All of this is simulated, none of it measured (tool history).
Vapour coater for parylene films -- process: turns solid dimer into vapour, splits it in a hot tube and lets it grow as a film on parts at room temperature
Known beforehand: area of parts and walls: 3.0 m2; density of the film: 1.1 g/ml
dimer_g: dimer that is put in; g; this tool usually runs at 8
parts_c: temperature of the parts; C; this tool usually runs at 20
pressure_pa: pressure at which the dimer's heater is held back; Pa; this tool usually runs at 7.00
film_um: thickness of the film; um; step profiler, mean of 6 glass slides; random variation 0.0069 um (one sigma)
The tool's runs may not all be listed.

run	hour	dimer_g	parts_c	pressure_pa	film_um
1	0.0	8	20	7.00	1.358
2	10.9	8	25	7.00	1.055
3	31.4	8	25	7.00	1.066
4	42.0	8	25	7.00	1.046
5	67.0	8	25	7.00	1.065
6	80.8	8	25	7.00	1.050
7	93.2	8	25	7.00	1.065
8	111.7	8	20	7.00	1.347
9	127.9	8	20	5.14	1.417
10	152.6	8	20	5.14	1.430
11	167.6	8	20	7.00	1.350
12	190.6	8	20	7.00	1.342
13	207.5	8	20	5.72	1.410
# hour 215.7: trap's valve overhauled
14	228.7	5	20	7.00	0.844
15	254.2	5	20	7.00	0.843
16	267.1	5	20	7.00	0.851
17	287.0	8	20	7.00	1.353
18	306.5	8	20	7.00	1.345
19	323.6	8	20	7.00	1.360
20	343.9	8	20	7.00	1.353
21	367.6	6	15	4.50	1.404
22	389.1	6	28	8.66	0.651
23	407.1	4	28	7.00	0.458
24	421.9	6	20	7.00	1.019
25	436.6	6	20	7.00	1.013
26	453.1	9	14	2.60	2.422
27	473.3	8	32	5.87	0.770
28	484.4	6	25	5.87	0.820
29	499.2	9	28	8.35	0.993
30	511.7	8	20	6.33	1.381
31	529.6	8	20	6.33	1.388
32	549.6	4	12	5.09	1.066
33	566.6	4	21	5.29	0.668
34	583.8	6	13	5.29	1.511
35	608.6	11	13	7.04	2.656
36	630.5	4	22	7.00	0.600
37	650.1	11	22	4.13	1.845
38	673.0	12	22	2.57	2.182
39	694.2	7	13	7.69	1.645

What if the next run were any one of these 5? Each begins from the tool's condition after run 39:
A	719.5	9	22	3.39	?
B	719.5	13	13	11.62	?
C	719.5	8	20	2.29	?
D	719.5	4	20	7.00	?
E	719.5	5	32	2.13	?

run	film_um
A	1.556
B	2.857
C	1.632
D	0.660
E	0.565
The same runs, with their run-to-run variation unchanged, on a tool lacking any hidden condition would have given:
run	film_um
A	1.558
B	2.861
C	1.634
D	0.661
E	0.566
